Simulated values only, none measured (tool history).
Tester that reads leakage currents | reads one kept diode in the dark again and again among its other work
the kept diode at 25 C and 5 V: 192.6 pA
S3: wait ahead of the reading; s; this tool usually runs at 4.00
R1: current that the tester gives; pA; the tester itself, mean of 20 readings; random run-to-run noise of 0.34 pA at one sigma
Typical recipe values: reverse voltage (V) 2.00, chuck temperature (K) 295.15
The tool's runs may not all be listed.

{"run": 1, "hour": 0.0, "reverse voltage (V)": 2.0, "chuck temperature (K)": 295.15, "S3": 4.0, "R1": 111.53}
{"run": 2, "hour": 32.7, "reverse voltage (V)": 2.0, "chuck temperature (K)": 295.15, "S3": 4.0, "R1": 110.7}
{"run": 3, "hour": 62.2, "reverse voltage (V)": 2.0, "chuck temperature (K)": 295.15, "S3": 4.0, "R1": 111.27}
{"run": 4, "hour": 113.1, "reverse voltage (V)": 2.0, "chuck temperature (K)": 295.15, "S3": 4.0, "R1": 111.38}
{"run": 5, "hour": 158.9, "reverse voltage (V)": 2.0, "chuck temperature (K)": 295.15, "S3": 4.0, "R1": 111.07}
{"run": 6, "hour": 202.5, "reverse voltage (V)": 5.72, "chuck temperature (K)": 295.15, "S3": 4.0, "R1": 157.29}
{"run": 7, "hour": 252.2, "reverse voltage (V)": 5.72, "chuck temperature (K)": 295.15, "S3": 4.0, "R1": 157.19}
{"run": 8, "hour": 282.1, "reverse voltage (V)": 2.0, "chuck temperature (K)": 295.15, "S3": 0.93, "R1": 111.43}
{"run": 9, "hour": 319.8, "reverse voltage (V)": 2.0, "chuck temperature (K)": 303.15, "S3": 0.93, "R1": 213.98}
{"run": 10, "hour": 376.6, "reverse voltage (V)": 2.0, "chuck temperature (K)": 311.15, "S3": 0.93, "R1": 395.35}
{"run": 11, "hour": 418.7, "reverse voltage (V)": 2.0, "chuck temperature (K)": 311.15, "S3": 0.93, "R1": 395.81}
{"run": 12, "hour": 446.4, "reverse voltage (V)": 2.0, "chuck temperature (K)": 311.15, "S3": 0.93, "R1": 396.96}
{"run": 13, "hour": 475.8, "reverse voltage (V)": 2.0, "chuck temperature (K)": 311.15, "S3": 0.93, "R1": 397.38}
{"hour": 495.9, "done": "chuck's temperature calibrated"}
{"run": 14, "hour": 532.9, "reverse voltage (V)": 2.0, "chuck temperature (K)": 311.15, "S3": 0.93, "R1": 397.82}
{"run": 15, "hour": 591.7, "reverse voltage (V)": 2.0, "chuck temperature (K)": 295.15, "S3": 4.0, "R1": 111.21}
{"run": 16, "hour": 641.7, "reverse voltage (V)": 2.0, "chuck temperature (K)": 295.15, "S3": 4.0, "R1": 111.71}
{"run": 17, "hour": 672.2, "reverse voltage (V)": 2.0, "chuck temperature (K)": 295.15, "S3": 4.0, "R1": 112.12}
{"run": 18, "hour": 717.2, "reverse voltage (V)": 2.0, "chuck temperature (K)": 295.15, "S3": 2.18, "R1": 111.42}
{"run": 19, "hour": 758.0, "reverse voltage (V)": 1.58, "chuck temperature (K)": 296.15, "S3": 0.92, "R1": 112.54}
{"run": 20, "hour": 817.6, "reverse voltage (V)": 1.58, "chuck temperature (K)": 296.15, "S3": 0.92, "R1": 112.91}
{"run": 21, "hour": 859.5, "reverse voltage (V)": 3.64, "chuck temperature (K)": 314.15, "S3": 4.0, "R1": 602.17}
{"run": 22, "hour": 898.4, "reverse voltage (V)": 2.0, "chuck temperature (K)": 299.15, "S3": 1.17, "R1": 155.41}
{"run": 23, "hour": 957.3, "reverse voltage (V)": 1.04, "chuck temperature (K)": 301.15, "S3": 2.74, "R1": 146.71}
{"run": 24, "hour": 1015.8, "reverse voltage (V)": 1.04, "chuck temperature (K)": 301.15, "S3": 2.74, "R1": 146.5}
{"run": 25, "hour": 1046.1, "reverse voltage (V)": 2.0, "chuck temperature (K)": 299.15, "S3": 2.04, "R1": 154.97}
{"run": 26, "hour": 1072.2, "reverse voltage (V)": 2.0, "chuck temperature (K)": 306.15, "S3": 8.98, "R1": 270.74}
{"run": 27, "hour": 1115.5, "reverse voltage (V)": 2.0, "chuck temperature (K)": 306.15, "S3": 8.98, "R1": 269.2}
{"run": 28, "hour": 1146.8, "reverse voltage (V)": 2.0, "chuck temperature (K)": 306.15, "S3": 8.98, "R1": 270.06}
{"run": 29, "hour": 1182.4, "reverse voltage (V)": 2.0, "chuck temperature (K)": 319.15, "S3": 0.93, "R1": 712.15}
{"run": 30, "hour": 1242.6, "reverse voltage (V)": 2.0, "chuck temperature (K)": 305.15, "S3": 0.4, "R1": 251.42}
{"run": 31, "hour": 1280.7, "reverse voltage (V)": 2.0, "chuck temperature (K)": 305.15, "S3": 0.4, "R1": 251.69}
{"run": 32, "hour": 1324.3, "reverse voltage (V)": 4.67, "chuck temperature (K)": 295.15, "S3": 6.32, "R1": 147.25}
{"run": 33, "hour": 1356.4, "reverse voltage (V)": 4.15, "chuck temperature (K)": 328.15, "S3": 1.55, "R1": 1697.04}
{"run": 34, "hour": 1388.2, "reverse voltage (V)": 4.15, "chuck temperature (K)": 322.15, "S3": 1.71, "R1": 1120.17}

What if the next run were any one of these 4? Each begins from the tool's condition after run 34:
{"run": "A", "hour": 1437.0, "reverse voltage (V)": 13.08, "chuck temperature (K)": 295.15, "S3": 1.04, "R1": "?"}
{"run": "B", "hour": 1437.0, "reverse voltage (V)": 1.68, "chuck temperature (K)": 299.15, "S3": 3.25, "R1": "?"}
{"run": "C", "hour": 1437.0, "reverse voltage (V)": 4.15, "chuck temperature (K)": 322.15, "S3": 0.47, "R1": "?"}
{"run": "D", "hour": 1437.0, "reverse voltage (V)": 2.0, "chuck temperature (K)": 296.15, "S3": 1.41, "R1": "?"}

run=A R1=210.24
run=B R1=146.47
run=C R1=1121.62
run=D R1=120.43
The same runs, with their run-to-run variation unchanged, on a tool lacking any hidden condition would have given:
run=A R1=210.33
run=B R1=146.59
run=C R1=1122.45
run=D R1=120.52
